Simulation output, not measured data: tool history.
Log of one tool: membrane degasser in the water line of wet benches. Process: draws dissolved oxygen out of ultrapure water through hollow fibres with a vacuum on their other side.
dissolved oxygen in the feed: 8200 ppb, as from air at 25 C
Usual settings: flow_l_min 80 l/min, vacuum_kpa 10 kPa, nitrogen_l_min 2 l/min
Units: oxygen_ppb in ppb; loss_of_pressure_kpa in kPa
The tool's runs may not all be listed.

run,day,flow_l_min,vacuum_kpa,nitrogen_l_min,oxygen_ppb,loss_of_pressure_kpa
1,0,80,10,2,525.1,53.43
2,3.038,80,10,2,528.2,53.61
3,8.617,80,10,2,521.8,53.79
4,11.604,63,10,2,430.8,42.25
5,14.704,80,10,2,529.2,53.46
6,19.708,80,10,2,524.6,53.91
7,25.104,80,10,2,521.3,54.19
8,29.85,88,10,2,570.2,58.98
9,34.908,70,11,2,536,47.25
10,38.725,70,11,2,536.1,47.16
11,43.812,70,11,2,544.2,47.13
12,47.4,78,10,2,513.8,52.78
13,54.108,63,10,2,430.5,42.66
14,58.125,63,10,2,431.9,42.66
15,64.796,63,10,2,433.2,42.76

3 ways to go on from here, each from the tool as it stands after run 15. What would each give?
A,70.546,80,7.8,2.29,?,?
B,70.546,80,20.7,1.32,?,?
C,70.546,106,6.1,2,?,?

run,oxygen_ppb,loss_of_pressure_kpa
A,329.1,54.59
B,1625.3,54.76
C,306.5,72.53
Without the tool's hidden state the same runs would have given:
run,oxygen_ppb,loss_of_pressure_kpa
A,328.2,53.55
B,1624.3,53.72
C,305.2,71.16
